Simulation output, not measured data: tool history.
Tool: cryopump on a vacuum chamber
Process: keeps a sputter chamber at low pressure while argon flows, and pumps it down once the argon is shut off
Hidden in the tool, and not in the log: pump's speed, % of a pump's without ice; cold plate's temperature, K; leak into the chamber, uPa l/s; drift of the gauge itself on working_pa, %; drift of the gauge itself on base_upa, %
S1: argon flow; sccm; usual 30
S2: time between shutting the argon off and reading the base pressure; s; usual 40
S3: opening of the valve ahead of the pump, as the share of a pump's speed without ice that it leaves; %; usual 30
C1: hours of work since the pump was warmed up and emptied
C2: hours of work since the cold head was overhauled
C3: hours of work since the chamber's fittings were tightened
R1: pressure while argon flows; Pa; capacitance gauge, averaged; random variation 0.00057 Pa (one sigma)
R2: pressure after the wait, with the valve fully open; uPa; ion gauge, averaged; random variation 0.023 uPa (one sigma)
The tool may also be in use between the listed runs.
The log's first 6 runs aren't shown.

Run 7, hour 178.9: usual settings but S1 25 sccm; C1 245; C2 245; C3 903. Result: R1 0.0583 Pa, R2 1.33 uPa.
Run 8, hour 202.8: usual settings; C1 254; C2 254; C3 913. Result: R1 0.0705 Pa, R2 1.28 uPa.
Run 9, hour 248.2: usual settings; C1 273; C2 273; C3 931. Result: R1 0.0702 Pa, R2 1.24 uPa.
Run 10, hour 268.0: usual settings but S1 29 sccm; C1 280; C2 280; C3 939. Result: R1 0.0677 Pa, R2 1.29 uPa.
Run 11, hour 309.1: usual settings but S1 18 sccm; C1 297; C2 297; C3 955. Result: R1 0.0421 Pa, R2 1.30 uPa.
Run 12, hour 337.7: usual settings but S1 12 sccm; C1 308; C2 308; C3 967. Result: R1 0.0278 Pa, R2 1.34 uPa.
Run 13, hour 367.2: usual settings but S1 12 sccm; C1 320; C2 320; C3 978. Result: R1 0.0273 Pa, R2 1.32 uPa.
Run 14, hour 410.3: usual settings but S1 12 sccm; C1 337; C2 337; C3 996. Result: R1 0.0283 Pa, R2 1.35 uPa.
Run 15, hour 457.0: usual settings but S1 12 sccm; C1 356; C2 356; C3 1014. Result: R1 0.0277 Pa, R2 1.36 uPa.
Run 16, hour 482.9: usual settings but S1 12 sccm; C1 367; C2 367; C3 1025. Result: R1 0.0288 Pa, R2 1.34 uPa.
Run 17, hour 511.9: usual settings but S2 98 s; C1 378; C2 378; C3 1036. Result: R1 0.0704 Pa, R2 0.97 uPa.
Run 18, hour 545.7: usual settings but S2 98 s; C1 392; C2 392; C3 1050. Result: R1 0.0704 Pa, R2 0.97 uPa.
Run 19, hour 574.6: usual settings but S2 262 s; C1 403; C2 403; C3 1062. Result: R1 0.0716 Pa, R2 0.88 uPa.
Run 20, hour 608.4: usual settings but S2 72 s, S3 45 %; C1 417; C2 417; C3 1075. Result: R1 0.0484 Pa, R2 1.10 uPa.

Run 21 comes next. What will it give?
Run 21, hour 627.6: usual settings but S1 23 sccm, S2 237 s; C1 425; C2 425; C3 1083. Result: R1 ?, R2 ?.

{"run 21": {"R1": 0.0558, "R2": 0.79}}
Without the tool's hidden state the same run would have given R1 0.0538 Pa, R2 0.21 uPa.
